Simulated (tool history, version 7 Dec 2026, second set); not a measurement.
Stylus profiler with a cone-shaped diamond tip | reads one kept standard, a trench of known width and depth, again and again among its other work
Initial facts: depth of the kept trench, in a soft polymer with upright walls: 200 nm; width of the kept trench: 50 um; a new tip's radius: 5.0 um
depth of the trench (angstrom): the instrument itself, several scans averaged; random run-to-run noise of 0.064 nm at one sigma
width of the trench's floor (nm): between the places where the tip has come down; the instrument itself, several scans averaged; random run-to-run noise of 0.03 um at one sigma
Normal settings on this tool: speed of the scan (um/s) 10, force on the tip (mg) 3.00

run    hour  speed of the scan (um/s)  force on the tip (mg)  depth of the trench (angstrom)  width of the trench's floor (nm)
  1     0.0                        10                   3.00                          2020.1                             46830
  2   100.7                        10                   3.00                          2019.1                             46760
  3   240.6                        10                   3.00                          2019.2                             46790
  4   356.3                        10                   3.25                          2019.8                             46750
  5   421.7                        10                   3.25                          2019.1                             46720
  6   492.4                        21                   3.00                          2018.2                             46690
  7   554.5                        10                   6.52                          2032.1                             46720
  8   642.9                        10                   7.15                          2034.0                             46710
  9   779.1                        12                   4.57                          2024.0                             46630
 10   843.5                        10                   7.62                          2035.9                             46620
      855.1  -- height scale calibrated on a step standard
 11   958.1                        32                   2.21                          2010.4                             46480
 12  1064.1                        39                   7.18                          2031.5                             46490
 13  1157.3                        39                   7.18                          2031.3                             46500
 14  1218.9                        39                   7.18                          2030.2                             46410

3 options for the next run, each taken on its own from the tool as it stands now. Forecast them:
  A  1328.6                         2                   1.35                               ?                                 ?
  B  1328.6                        33                   7.92                               ?                                 ?
  C  1328.6                        20                   7.19                               ?                                 ?

run  depth of the trench (angstrom)  width of the trench's floor (nm)
  A                          2005.1                             46500
  B                          2032.5                             46460
  C                          2031.5                             46490
With no hidden state in the tool, these same runs would have given:
run  depth of the trench (angstrom)  width of the trench's floor (nm)
  A                          2012.7                             47200
  B                          2040.3                             47160
  C                          2039.2                             47190

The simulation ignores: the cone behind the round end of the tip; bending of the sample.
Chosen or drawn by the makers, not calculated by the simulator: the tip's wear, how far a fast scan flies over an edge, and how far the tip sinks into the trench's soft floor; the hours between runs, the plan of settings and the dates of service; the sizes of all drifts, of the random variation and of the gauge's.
